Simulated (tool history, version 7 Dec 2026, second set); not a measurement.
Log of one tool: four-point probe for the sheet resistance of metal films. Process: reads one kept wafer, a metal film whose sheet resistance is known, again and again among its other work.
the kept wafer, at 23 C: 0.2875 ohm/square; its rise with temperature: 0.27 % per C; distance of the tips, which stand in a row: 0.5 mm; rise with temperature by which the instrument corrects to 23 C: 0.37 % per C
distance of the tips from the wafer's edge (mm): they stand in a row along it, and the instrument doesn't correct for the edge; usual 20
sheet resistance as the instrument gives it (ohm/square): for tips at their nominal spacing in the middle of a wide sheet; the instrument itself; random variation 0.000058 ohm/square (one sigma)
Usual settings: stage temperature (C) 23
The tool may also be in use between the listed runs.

run	hour	stage temperature (C)	distance of the tips from the wafer's edge (mm)	sheet resistance as the instrument gives it (ohm/square)
1	0.0	23	20	0.286343
2	71.3	23	24	0.286445
3	132.3	23	39	0.286455
4	197.6	23	39	0.286495
5	240.6	18	39	0.287978
6	311.7	23	38	0.286745
7	350.9	23	20	0.286679
8	408.6	23	20	0.286816
9	440.5	23	20	0.286850
10	508.7	23	20	0.286937
11	538.0	23	20	0.286962
12	607.8	23	19	0.287065
13	677.9	23	19	0.287109
14	724.9	23	19	0.287225
15	776.7	23	19	0.287229
16	822.6	23	4	0.289570
17	853.5	23	4	0.289594
18	900.1	22	3	0.291830
# hour 933.9: new probe head fitted
19	960.5	24	5	0.288157
20	990.9	23	8	0.287665
21	1022.1	30	7	0.285833
22	1083.1	21	49	0.287768
23	1122.4	22	41	0.287624
24	1154.3	26	22	0.286419
25	1205.4	31	29	0.285081
26	1252.9	23	39	0.287350
27	1321.2	23	39	0.287458
28	1393.0	19	25	0.288728
29	1462.4	33	5	0.286166
30	1510.8	33	5	0.286325
31	1553.6	23	8	0.288284
32	1599.4	23	8	0.288302
33	1639.7	23	37	0.287846

Forecast run 34:
34	1697.6	29	4	?

{"run 34": {"sheet resistance as the instrument gives it (ohm/square)": 0.288592}}
Without the tool's hidden state the same run would have given sheet resistance as the instrument gives it (ohm/square) 0.288216.

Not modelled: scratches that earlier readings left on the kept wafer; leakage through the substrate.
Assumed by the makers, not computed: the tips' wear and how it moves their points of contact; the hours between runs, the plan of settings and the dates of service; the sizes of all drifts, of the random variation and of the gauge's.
